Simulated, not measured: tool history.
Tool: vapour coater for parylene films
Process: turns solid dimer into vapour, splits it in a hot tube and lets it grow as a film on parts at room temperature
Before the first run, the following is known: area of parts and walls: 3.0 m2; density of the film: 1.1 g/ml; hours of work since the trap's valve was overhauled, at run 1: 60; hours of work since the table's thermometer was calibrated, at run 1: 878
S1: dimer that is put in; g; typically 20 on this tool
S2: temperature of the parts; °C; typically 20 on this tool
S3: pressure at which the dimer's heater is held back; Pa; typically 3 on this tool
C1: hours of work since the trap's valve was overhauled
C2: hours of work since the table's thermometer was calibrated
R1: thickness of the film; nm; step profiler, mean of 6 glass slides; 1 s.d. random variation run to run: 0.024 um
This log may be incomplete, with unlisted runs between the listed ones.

run 1 hour=0 | S1=20 S2=20 S3=3 | C1=60 C2=878 | R1=4860
run 2 hour=31.1 | S1=20 S2=20 S3=5.23 | C1=85 C2=903 | R1=4500
run 3 hour=64.1 | S1=12 S2=20 S3=5.23 | C1=111 C2=929 | R1=2700
run 4 hour=96.4 | S1=33 S2=20 S3=3 | C1=137 C2=955 | R1=7920
run 5 hour=157.1 | S1=33 S2=20 S3=3 | C1=185 C2=1003 | R1=7890
run 6 hour=202.3 | S1=33 S2=20 S3=4.52 | C1=221 C2=1039 | R1=7460
run 7 hour=251.1 | S1=20 S2=20 S3=3 | C1=260 C2=1078 | R1=4740
run 8 hour=283.7 | S1=20 S2=20 S3=3 | C1=286 C2=1104 | R1=4730
run 9 hour=321.6 | S1=20 S2=20 S3=3 | C1=316 C2=1134 | R1=4670
run 10 hour=378.6 | S1=20 S2=20 S3=3 | C1=361 C2=1179 | R1=4680
run 11 hour=424.5 | S1=20 S2=20 S3=3 | C1=398 C2=1216 | R1=4650
run 12 hour=479.2 | S1=14 S2=21 S3=9.82 | C1=441 C2=1259 | R1=2790
run 13 hour=545.4 | S1=23 S2=14 S3=3.64 | C1=494 C2=1312 | R1=5780
run 14 hour=590.7 | S1=23 S2=14 S3=3.64 | C1=530 C2=1348 | R1=5760
run 15 hour=623.7 | S1=24 S2=25 S3=3 | C1=556 C2=1374 | R1=5040
run 16 hour=685.1 | S1=20 S2=30 S3=3 | C1=605 C2=1423 | R1=3800
run 17 hour=733 | S1=20 S2=30 S3=3 | C1=643 C2=1461 | R1=3820
-- hour=786.3 trap's valve overhauled
run 18 hour=795.5 | S1=29 S2=13 S3=11.08 | C1=7 C2=1508 | R1=7030
run 19 hour=857.2 | S1=27 S2=31 S3=5.04 | C1=56 C2=1557 | R1=5130
run 20 hour=921.5 | S1=31 S2=20 S3=2.26 | C1=108 C2=1608 | R1=7720
run 21 hour=950.5 | S1=31 S2=20 S3=2.26 | C1=131 C2=1631 | R1=7780

5 ways to go on from here, each from the tool as it stands after run 21. What would each give?
run A hour=978.6 | S1=20 S2=13 S3=3 | C1=153 C2=1653 | R1=?
run B hour=978.6 | S1=29 S2=20 S3=5.59 | C1=153 C2=1653 | R1=?
run C hour=978.6 | S1=20 S2=20 S3=3 | C1=153 C2=1653 | R1=?
run D hour=978.6 | S1=16 S2=27 S3=3 | C1=153 C2=1653 | R1=?
run E hour=978.6 | S1=12 S2=20 S3=3 | C1=153 C2=1653 | R1=?

run=A R1=5480
run=B R1=6510
run=C R1=4890
run=D R1=3410
run=E R1=2890
Without the tool's hidden state the same runs would have given:
run=A R1=5430
run=B R1=6460
run=C R1=4850
run=D R1=3380
run=E R1=2870
